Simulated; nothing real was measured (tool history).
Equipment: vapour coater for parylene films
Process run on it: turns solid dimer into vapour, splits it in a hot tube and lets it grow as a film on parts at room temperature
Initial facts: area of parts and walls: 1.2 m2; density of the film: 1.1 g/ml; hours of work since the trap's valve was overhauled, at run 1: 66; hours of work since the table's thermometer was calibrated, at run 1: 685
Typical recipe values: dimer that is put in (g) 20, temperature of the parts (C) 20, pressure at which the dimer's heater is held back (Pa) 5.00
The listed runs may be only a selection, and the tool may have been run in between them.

| run | hour | dimer that is put in (g) | temperature of the parts (C) | pressure at which the dimer's heater is held back (Pa) | hours of work since the trap's valve was overhauled | hours of work since the table's thermometer was calibrated | thickness of the film (nm) |
|---|---|---|---|---|---|---|---|
| 1 | 0.0 | 20 | 20 | 5.00 | 66 | 685 | 9700 |
| 2 | 59.3 | 36 | 20 | 5.00 | 112 | 731 | 17050 |
| 3 | 121.3 | 20 | 14 | 5.00 | 161 | 780 | 10850 |
| 4 | 176.3 | 20 | 14 | 5.00 | 203 | 822 | 10610 |
| 5 | 228.1 | 20 | 20 | 6.87 | 244 | 863 | 8570 |
|  | 282.9 | trap's valve overhauled |
| 6 | 296.6 | 20 | 20 | 6.87 | 11 | 913 | 9760 |
| 7 | 351.1 | 20 | 20 | 6.87 | 53 | 955 | 9450 |
| 8 | 383.1 | 21 | 20 | 5.00 | 78 | 980 | 10170 |
| 9 | 417.1 | 20 | 20 | 5.00 | 104 | 1007 | 9530 |
| 10 | 464.9 | 20 | 20 | 5.00 | 142 | 1044 | 9310 |
| 11 | 511.1 | 20 | 20 | 5.00 | 178 | 1080 | 9110 |
| 12 | 561.9 | 20 | 20 | 5.00 | 217 | 1119 | 8980 |
| 13 | 596.8 | 14 | 20 | 5.00 | 244 | 1147 | 6180 |
|  | 649.0 | trap's valve overhauled |
| 14 | 667.8 | 20 | 20 | 9.89 | 15 | 1199 | 9560 |
| 15 | 712.6 | 12 | 23 | 2.42 | 50 | 1234 | 5610 |
| 16 | 765.9 | 20 | 14 | 5.12 | 91 | 1275 | 11060 |
| 17 | 816.8 | 20 | 14 | 5.65 | 131 | 1315 | 10790 |
| 18 | 888.4 | 22 | 25 | 5.65 | 186 | 1370 | 8750 |
| 19 | 919.9 | 22 | 25 | 5.65 | 211 | 1395 | 8490 |
| 20 | 984.6 | 22 | 25 | 5.65 | 261 | 1445 | 8160 |
|  | 1014.9 | trap's valve overhauled |
| 21 | 1043.6 | 17 | 26 | 4.21 | 22 | 1488 | 7330 |
| 22 | 1103.6 | 26 | 25 | 11.88 | 69 | 1535 | 10320 |
| 23 | 1135.9 | 16 | 27 | 7.03 | 94 | 1560 | 6210 |

Run 24 is up next; what results do you expect?
| 24 | 1179.2 | 16 | 27 | 7.03 | 128 | 1594 | ? |

{"run 24": {"thickness of the film (nm)": 6030}}
Take away the tool's hidden state, keep the run-to-run variation as it was, and the same run would have given thickness of the film (nm) 6520.
